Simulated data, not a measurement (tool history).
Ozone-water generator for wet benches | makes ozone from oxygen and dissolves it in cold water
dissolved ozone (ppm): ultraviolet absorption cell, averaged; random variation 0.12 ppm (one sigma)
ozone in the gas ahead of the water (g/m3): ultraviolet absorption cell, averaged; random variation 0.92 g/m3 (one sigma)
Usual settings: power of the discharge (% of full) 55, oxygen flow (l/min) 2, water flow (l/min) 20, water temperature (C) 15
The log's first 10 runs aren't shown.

run,hour,power of the discharge (% of full),oxygen flow (l/min),water flow (l/min),water temperature (C),hours of work since the electrodes were changed,hours of work since the contactor was cleaned,hours of work since the thermometer was calibrated,dissolved ozone (ppm),ozone in the gas ahead of the water (g/m3)
11,334.1,55,2,20,15,1432,3498,3335,9.7,152.6
12,359.4,55,2,20,15,1451,3517,3354,9.4,152.1
13,384.3,55,2,20,15,1470,3536,3373,9.4,152.6
14,407.3,57,2,20,15,1487,3554,3390,9.7,155.1
15,446.5,50,2,20,15,1517,3583,3420,9.2,141.2
16,475.9,50,2,20,15,1539,3605,3442,8.9,141.7
17,518.2,55,2,23,15,1571,3637,3474,8.4,153.1
18,537.3,46,1.2,17,18,1585,3652,3488,9,188.3
19,565.3,46,1.2,17,18,1606,3673,3510,9,187.3
20,587.3,58,2,17,14,1623,3690,3526,11.6,157.4
21,616.3,58,2,17,14,1645,3711,3548,11.6,157.3
22,640.4,55,2.31,21,13,1663,3730,3566,9.5,137.4
23,671.7,55,2.31,21,13,1687,3753,3590,9.3,136.3
24,693.1,44,2.43,19,12,1703,3769,3606,8.9,113.4
25,717.4,55,2.11,20,15,1721,3788,3624,9.7,145.2
# hour 736.3: water thermometer calibrated
26,747.4,51,1.79,26,8,1744,3810,8,6.9,154.9
27,770.9,55,3.08,20,18,1761,3828,26,9.7,113
28,803.7,55,3.29,20,20,1786,3853,51,9.3,106.6

The next listed run, before its measurement:
29,841.4,66,3.59,20,15,1815,3881,79,?,?

Run 29 gave dissolved ozone (ppm) 11.3, ozone in the gas ahead of the water (g/m3) 115.9.
Without the tool's hidden state the same run would have given dissolved ozone (ppm) 11.3, ozone in the gas ahead of the water (g/m3) 119.

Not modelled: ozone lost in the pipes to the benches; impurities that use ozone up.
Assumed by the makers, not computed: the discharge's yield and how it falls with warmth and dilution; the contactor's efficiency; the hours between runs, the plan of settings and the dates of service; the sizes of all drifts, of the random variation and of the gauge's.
